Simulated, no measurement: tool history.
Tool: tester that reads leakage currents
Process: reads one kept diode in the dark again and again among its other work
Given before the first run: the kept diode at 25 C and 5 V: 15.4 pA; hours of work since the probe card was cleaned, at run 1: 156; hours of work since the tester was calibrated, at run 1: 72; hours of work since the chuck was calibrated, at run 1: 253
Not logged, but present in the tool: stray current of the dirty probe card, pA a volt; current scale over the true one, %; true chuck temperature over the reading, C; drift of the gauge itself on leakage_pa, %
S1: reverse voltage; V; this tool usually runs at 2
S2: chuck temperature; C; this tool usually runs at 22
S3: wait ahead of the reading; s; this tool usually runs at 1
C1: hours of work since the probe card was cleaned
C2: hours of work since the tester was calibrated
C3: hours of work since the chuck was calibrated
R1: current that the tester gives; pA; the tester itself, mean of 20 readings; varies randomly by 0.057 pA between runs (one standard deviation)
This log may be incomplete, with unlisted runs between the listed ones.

| run | hour | S1 | S2 | S3 | C1 | C2 | C3 | R1 |
|---|---|---|---|---|---|---|---|---|
| 1 | 0 | 2 | 22 | 1 | 156 | 72 | 253 | 9.38 |
| 2 | 37.3 | 2 | 22 | 1 | 184 | 100 | 281 | 9.33 |
| 3 | 57.7 | 2 | 22 | 1 | 199 | 116 | 296 | 9.4 |
| 4 | 84.8 | 2 | 21 | 1 | 220 | 136 | 316 | 8.61 |
| 5 | 124.7 | 2 | 22 | 1 | 250 | 166 | 346 | 9.5 |
| 6 | 146.1 | 2 | 22 | 1 | 266 | 182 | 362 | 9.4 |
| 7 | 177.9 | 2 | 22 | 1 | 290 | 206 | 386 | 9.45 |
| 8 | 221.2 | 2 | 22 | 1 | 322 | 239 | 419 | 9.57 |
| 9 | 259.7 | 2 | 22 | 0.45 | 351 | 268 | 448 | 10.32 |
| 10 | 304.5 | 2.04 | 48 | 2.38 | 385 | 301 | 481 | 74.25 |
| 11 | 345 | 2.04 | 48 | 2.38 | 415 | 332 | 512 | 74.27 |
| 12 | 389.2 | 2.04 | 24 | 0.53 | 449 | 365 | 545 | 12.03 |
|  | 394.1 | chuck's temperature calibrated |
| 13 | 427.9 | 2.04 | 24 | 0.53 | 476 | 392 | 25 | 12.31 |
| 14 | 465.2 | 4.47 | 37 | 1 | 504 | 420 | 53 | 45.26 |
| 15 | 503.6 | 1.08 | 37 | 1 | 533 | 449 | 82 | 25.97 |
|  | 517.3 | chuck's temperature calibrated, once more |
| 16 | 526.8 | 1.08 | 20 | 1.15 | 549 | 465 | 7 | 6.05 |
| 17 | 563.9 | 14.51 | 24 | 9.07 | 577 | 493 | 35 | 23.65 |
| 18 | 591.5 | 3.29 | 47 | 3.73 | 598 | 514 | 56 | 80.03 |

5 ways to go on from here, each from the tool as it stands after run 18. What would each give?
| A | 620.8 | 1.05 | 47 | 4.77 | 620 | 536 | 78 | ? |
| B | 620.8 | 2 | 50 | 2.32 | 620 | 536 | 78 | ? |
| C | 620.8 | 5.85 | 54 | 1 | 620 | 536 | 78 | ? |
| D | 620.8 | 5.96 | 47 | 3.73 | 620 | 536 | 78 | ? |
| E | 620.8 | 18.47 | 28 | 0.88 | 620 | 536 | 78 | ? |

| run | R1 |
|---|---|
| A | 51.77 |
| B | 83.58 |
| C | 167.41 |
| D | 100.63 |
| E | 42.32 |
Had the tool no hidden state, the same runs would have come out as:
| run | R1 |
|---|---|
| A | 51.28 |
| B | 82.77 |
| C | 165.56 |
| D | 99.18 |
| E | 39.67 |
